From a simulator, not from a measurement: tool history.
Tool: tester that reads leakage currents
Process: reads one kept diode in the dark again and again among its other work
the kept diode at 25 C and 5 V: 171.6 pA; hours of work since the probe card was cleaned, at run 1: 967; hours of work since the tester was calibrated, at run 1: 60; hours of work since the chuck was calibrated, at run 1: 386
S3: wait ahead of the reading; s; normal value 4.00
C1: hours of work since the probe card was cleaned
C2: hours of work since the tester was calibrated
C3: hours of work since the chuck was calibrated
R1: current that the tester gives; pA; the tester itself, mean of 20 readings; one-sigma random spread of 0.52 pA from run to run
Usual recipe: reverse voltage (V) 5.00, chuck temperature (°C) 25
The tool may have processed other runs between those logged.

{"run": 1, "hour": 0.0, "reverse voltage (V)": 5.0, "chuck temperature (°C)": 25, "S3": 4.0, "C1": 967, "C2": 60, "C3": 386, "R1": 182.13}
{"run": 2, "hour": 122.1, "reverse voltage (V)": 5.0, "chuck temperature (°C)": 25, "S3": 4.0, "C1": 1040, "C2": 133, "C3": 459, "R1": 183.58}
{"run": 3, "hour": 339.5, "reverse voltage (V)": 5.0, "chuck temperature (°C)": 25, "S3": 4.0, "C1": 1170, "C2": 264, "C3": 590, "R1": 186.32}
{"run": 4, "hour": 430.6, "reverse voltage (V)": 5.0, "chuck temperature (°C)": 25, "S3": 4.0, "C1": 1225, "C2": 319, "C3": 645, "R1": 187.26}
{"run": 5, "hour": 558.3, "reverse voltage (V)": 2.72, "chuck temperature (°C)": 25, "S3": 4.0, "C1": 1302, "C2": 395, "C3": 721, "R1": 152.89}
{"run": 6, "hour": 726.1, "reverse voltage (V)": 5.0, "chuck temperature (°C)": 25, "S3": 4.0, "C1": 1402, "C2": 496, "C3": 822, "R1": 191.08}
{"run": 7, "hour": 825.7, "reverse voltage (V)": 5.0, "chuck temperature (°C)": 25, "S3": 4.0, "C1": 1462, "C2": 556, "C3": 882, "R1": 192.26}
{"run": 8, "hour": 1034.2, "reverse voltage (V)": 5.0, "chuck temperature (°C)": 25, "S3": 4.0, "C1": 1587, "C2": 681, "C3": 1007, "R1": 196.59}
{"run": 9, "hour": 1162.1, "reverse voltage (V)": 5.0, "chuck temperature (°C)": 25, "S3": 4.0, "C1": 1664, "C2": 758, "C3": 1084, "R1": 196.89}
{"run": 10, "hour": 1291.8, "reverse voltage (V)": 5.0, "chuck temperature (°C)": 25, "S3": 4.0, "C1": 1742, "C2": 836, "C3": 1162, "R1": 198.46}
{"run": 11, "hour": 1436.7, "reverse voltage (V)": 5.0, "chuck temperature (°C)": 25, "S3": 4.0, "C1": 1829, "C2": 923, "C3": 1249, "R1": 200.59}
{"run": 12, "hour": 1608.3, "reverse voltage (V)": 5.0, "chuck temperature (°C)": 37, "S3": 4.0, "C1": 1932, "C2": 1026, "C3": 1352, "R1": 510.46}
{"run": 13, "hour": 1745.9, "reverse voltage (V)": 5.0, "chuck temperature (°C)": 25, "S3": 4.0, "C1": 2015, "C2": 1108, "C3": 1434, "R1": 204.46}
{"hour": 1832.1, "done": "chuck's temperature calibrated"}
{"run": 14, "hour": 1885.7, "reverse voltage (V)": 5.0, "chuck temperature (°C)": 25, "S3": 4.0, "C1": 2097, "C2": 1191, "C3": 32, "R1": 183.25}
{"run": 15, "hour": 2059.5, "reverse voltage (V)": 5.0, "chuck temperature (°C)": 25, "S3": 4.0, "C1": 2202, "C2": 1295, "C3": 137, "R1": 185.32}
{"run": 16, "hour": 2257.9, "reverse voltage (V)": 5.0, "chuck temperature (°C)": 25, "S3": 4.0, "C1": 2321, "C2": 1414, "C3": 256, "R1": 187.89}
{"run": 17, "hour": 2416.3, "reverse voltage (V)": 5.0, "chuck temperature (°C)": 25, "S3": 4.0, "C1": 2416, "C2": 1509, "C3": 351, "R1": 189.88}
{"run": 18, "hour": 2601.6, "reverse voltage (V)": 5.0, "chuck temperature (°C)": 25, "S3": 4.0, "C1": 2527, "C2": 1621, "C3": 462, "R1": 192.48}
{"hour": 2632.4, "done": "probe card cleaned and baked"}
{"run": 19, "hour": 2768.4, "reverse voltage (V)": 5.0, "chuck temperature (°C)": 25, "S3": 4.0, "C1": 82, "C2": 1719, "C3": 560, "R1": 180.87}
{"run": 20, "hour": 2986.5, "reverse voltage (V)": 2.87, "chuck temperature (°C)": 25, "S3": 3.98, "C1": 213, "C2": 1850, "C3": 691, "R1": 154.79}
{"hour": 2999.9, "done": "tester calibrated"}
{"run": 21, "hour": 3181.9, "reverse voltage (V)": 2.87, "chuck temperature (°C)": 25, "S3": 3.98, "C1": 329, "C2": 109, "C3": 807, "R1": 157.28}
{"run": 22, "hour": 3363.2, "reverse voltage (V)": 4.81, "chuck temperature (°C)": 41, "S3": 3.98, "C1": 437, "C2": 218, "C3": 916, "R1": 658.84}
{"run": 23, "hour": 3456.9, "reverse voltage (V)": 4.81, "chuck temperature (°C)": 41, "S3": 3.98, "C1": 494, "C2": 274, "C3": 972, "R1": 662.28}
{"run": 24, "hour": 3637.4, "reverse voltage (V)": 4.81, "chuck temperature (°C)": 41, "S3": 3.98, "C1": 602, "C2": 383, "C3": 1081, "R1": 666.5}
{"run": 25, "hour": 3797.4, "reverse voltage (V)": 4.81, "chuck temperature (°C)": 41, "S3": 3.98, "C1": 698, "C2": 479, "C3": 1177, "R1": 675.28}
{"run": 26, "hour": 3931.8, "reverse voltage (V)": 2.56, "chuck temperature (°C)": 37, "S3": 4.0, "C1": 779, "C2": 559, "C3": 1257, "R1": 408.05}
{"run": 27, "hour": 4093.6, "reverse voltage (V)": 2.56, "chuck temperature (°C)": 37, "S3": 4.0, "C1": 876, "C2": 656, "C3": 1354, "R1": 411.8}
{"hour": 4282.4, "done": "tester calibrated, once more"}
{"run": 28, "hour": 4290.8, "reverse voltage (V)": 2.56, "chuck temperature (°C)": 37, "S3": 4.0, "C1": 993, "C2": 5, "C3": 1472, "R1": 413.22}
{"hour": 4321.5, "done": "chuck's temperature calibrated"}
{"run": 29, "hour": 4396.4, "reverse voltage (V)": 1.35, "chuck temperature (°C)": 25, "S3": 4.0, "C1": 1055, "C2": 67, "C3": 45, "R1": 115.53}
{"run": 30, "hour": 4609.5, "reverse voltage (V)": 3.37, "chuck temperature (°C)": 52, "S3": 4.0, "C1": 1183, "C2": 195, "C3": 173, "R1": 1229.93}
{"run": 31, "hour": 4822.5, "reverse voltage (V)": 3.37, "chuck temperature (°C)": 52, "S3": 4.0, "C1": 1311, "C2": 323, "C3": 301, "R1": 1240.3}
{"run": 32, "hour": 4913.5, "reverse voltage (V)": 3.37, "chuck temperature (°C)": 52, "S3": 4.0, "C1": 1366, "C2": 378, "C3": 355, "R1": 1249.69}
{"run": 33, "hour": 5130.0, "reverse voltage (V)": 3.37, "chuck temperature (°C)": 52, "S3": 4.0, "C1": 1496, "C2": 508, "C3": 485, "R1": 1261.39}
{"run": 34, "hour": 5329.8, "reverse voltage (V)": 3.37, "chuck temperature (°C)": 52, "S3": 4.0, "C1": 1615, "C2": 628, "C3": 605, "R1": 1273.1}
{"run": 35, "hour": 5467.6, "reverse voltage (V)": 3.37, "chuck temperature (°C)": 52, "S3": 4.0, "C1": 1698, "C2": 710, "C3": 688, "R1": 1283.96}
{"run": 36, "hour": 5624.6, "reverse voltage (V)": 3.37, "chuck temperature (°C)": 52, "S3": 4.0, "C1": 1792, "C2": 804, "C3": 782, "R1": 1291.99}
{"run": 37, "hour": 5726.9, "reverse voltage (V)": 3.37, "chuck temperature (°C)": 52, "S3": 4.0, "C1": 1854, "C2": 866, "C3": 844, "R1": 1303.51}
{"run": 38, "hour": 5849.2, "reverse voltage (V)": 3.37, "chuck temperature (°C)": 52, "S3": 4.0, "C1": 1927, "C2": 939, "C3": 917, "R1": 1309.21}

Below are 4 alternative next runs, each starting from the tool's condition after run 38. Predict each:
{"run": "A", "hour": 6048.4, "reverse voltage (V)": 1.53, "chuck temperature (°C)": 48, "S3": 3.44, "C1": 2047, "C2": 1059, "C3": 1037, "R1": "?"}
{"run": "B", "hour": 6048.4, "reverse voltage (V)": 4.4, "chuck temperature (°C)": 52, "S3": 4.0, "C1": 2047, "C2": 1059, "C3": 1037, "R1": "?"}
{"run": "C", "hour": 6048.4, "reverse voltage (V)": 5.0, "chuck temperature (°C)": 31, "S3": 0.37, "C1": 2047, "C2": 1059, "C3": 1037, "R1": "?"}
{"run": "D", "hour": 6048.4, "reverse voltage (V)": 1.74, "chuck temperature (°C)": 25, "S3": 8.78, "C1": 2047, "C2": 1059, "C3": 1037, "R1": "?"}

run=A R1=771.50
run=B R1=1433.20
run=C R1=317.93
run=D R1=138.80
Without the tool's unlogged condition, the same runs would have read:
run=A R1=706.43
run=B R1=1311.88
run=C R1=280.26
run=D R1=122.72
